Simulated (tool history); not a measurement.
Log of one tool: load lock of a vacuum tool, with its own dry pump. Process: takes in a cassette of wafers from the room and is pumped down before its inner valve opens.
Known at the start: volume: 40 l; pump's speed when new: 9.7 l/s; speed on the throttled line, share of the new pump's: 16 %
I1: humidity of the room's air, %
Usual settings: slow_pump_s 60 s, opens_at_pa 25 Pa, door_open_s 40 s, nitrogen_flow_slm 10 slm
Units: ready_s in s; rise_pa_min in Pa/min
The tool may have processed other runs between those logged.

run 1 hour=0.0 | slow_pump_s=60 opens_at_pa=25 door_open_s=40 nitrogen_flow_slm=10 | I1=44.5 | ready_s=87.2 rise_pa_min=0.048
run 2 hour=631.0 | slow_pump_s=60 opens_at_pa=25 door_open_s=40 nitrogen_flow_slm=13 | I1=42.8 | ready_s=86.7 rise_pa_min=0.053
run 3 hour=953.0 | slow_pump_s=60 opens_at_pa=25 door_open_s=40 nitrogen_flow_slm=13 | I1=44.8 | ready_s=86.9 rise_pa_min=0.057
run 4 hour=1259.9 | slow_pump_s=60 opens_at_pa=25 door_open_s=40 nitrogen_flow_slm=10 | I1=45.0 | ready_s=87.2 rise_pa_min=0.065
run 5 hour=1852.7 | slow_pump_s=60 opens_at_pa=25 door_open_s=40 nitrogen_flow_slm=10 | I1=47.4 | ready_s=87.1 rise_pa_min=0.078
run 6 hour=2427.8 | slow_pump_s=60 opens_at_pa=25 door_open_s=40 nitrogen_flow_slm=10 | I1=47.1 | ready_s=87.5 rise_pa_min=0.080
run 7 hour=2768.8 | slow_pump_s=60 opens_at_pa=25 door_open_s=40 nitrogen_flow_slm=10 | I1=44.4 | ready_s=86.7 rise_pa_min=0.088
run 8 hour=3262.5 | slow_pump_s=60 opens_at_pa=25 door_open_s=40 nitrogen_flow_slm=10 | I1=47.4 | ready_s=88.3 rise_pa_min=0.101
run 9 hour=3674.3 | slow_pump_s=60 opens_at_pa=25 door_open_s=40 nitrogen_flow_slm=10 | I1=40.8 | ready_s=88.4 rise_pa_min=0.097
run 10 hour=4164.2 | slow_pump_s=60 opens_at_pa=25 door_open_s=40 nitrogen_flow_slm=9 | I1=42.5 | ready_s=87.8 rise_pa_min=0.109
run 11 hour=4763.5 | slow_pump_s=60 opens_at_pa=25 door_open_s=40 nitrogen_flow_slm=9 | I1=45.4 | ready_s=88.4 rise_pa_min=0.124
run 12 hour=5350.8 | slow_pump_s=60 opens_at_pa=25 door_open_s=40 nitrogen_flow_slm=9 | I1=42.4 | ready_s=88.9 rise_pa_min=0.143
run 13 hour=5924.4 | slow_pump_s=60 opens_at_pa=25 door_open_s=40 nitrogen_flow_slm=9 | I1=46.4 | ready_s=88.9 rise_pa_min=0.158
run 14 hour=6552.5 | slow_pump_s=69 opens_at_pa=29 door_open_s=73 nitrogen_flow_slm=17 | I1=51.1 | ready_s=96.2 rise_pa_min=0.170
run 15 hour=7106.5 | slow_pump_s=69 opens_at_pa=29 door_open_s=73 nitrogen_flow_slm=17 | I1=44.1 | ready_s=96.2 rise_pa_min=0.186
run 16 hour=7659.0 | slow_pump_s=60 opens_at_pa=25 door_open_s=229 nitrogen_flow_slm=10 | I1=44.3 | ready_s=88.9 rise_pa_min=0.223
run 17 hour=8274.0 | slow_pump_s=60 opens_at_pa=25 door_open_s=40 nitrogen_flow_slm=6 | I1=45.0 | ready_s=89.7 rise_pa_min=0.224
run 18 hour=8607.9 | slow_pump_s=59 opens_at_pa=40 door_open_s=40 nitrogen_flow_slm=22 | I1=48.4 | ready_s=86.4 rise_pa_min=0.222
run 19 hour=8954.8 | slow_pump_s=59 opens_at_pa=40 door_open_s=66 nitrogen_flow_slm=22 | I1=42.2 | ready_s=86.8 rise_pa_min=0.226
run 20 hour=9486.1 | slow_pump_s=60 opens_at_pa=29 door_open_s=199 nitrogen_flow_slm=10 | I1=43.1 | ready_s=89.7 rise_pa_min=0.272
-- hour=9959.8 dry pump taken out, an overhauled one fitted
run 21 hour=10104.4 | slow_pump_s=39 opens_at_pa=25 door_open_s=40 nitrogen_flow_slm=10 | I1=44.8 | ready_s=66.3 rise_pa_min=0.267
run 22 hour=10544.3 | slow_pump_s=55 opens_at_pa=25 door_open_s=40 nitrogen_flow_slm=10 | I1=46.2 | ready_s=80.4 rise_pa_min=0.283
run 23 hour=10937.4 | slow_pump_s=86 opens_at_pa=25 door_open_s=35 nitrogen_flow_slm=6 | I1=47.4 | ready_s=106.6 rise_pa_min=0.304

3 ways to go on from here, each from the tool as it stands after run 23. What would each give?
run A hour=11537.3 | slow_pump_s=86 opens_at_pa=25 door_open_s=233 nitrogen_flow_slm=17 | I1=43.2 | ready_s=? rise_pa_min=?
run B hour=11537.3 | slow_pump_s=44 opens_at_pa=19 door_open_s=35 nitrogen_flow_slm=40 | I1=44.0 | ready_s=? rise_pa_min=?
run C hour=11537.3 | slow_pump_s=60 opens_at_pa=48 door_open_s=40 nitrogen_flow_slm=10 | I1=47.6 | ready_s=? rise_pa_min=?

run=A ready_s=106.3 rise_pa_min=0.337
run=B ready_s=71.9 rise_pa_min=0.309
run=C ready_s=82.0 rise_pa_min=0.323
Stripped of hidden state, with their random variation kept, the same runs would have yielded:
run=A ready_s=106.3 rise_pa_min=0.049
run=B ready_s=72.0 rise_pa_min=0.019
run=C ready_s=82.1 rise_pa_min=0.041
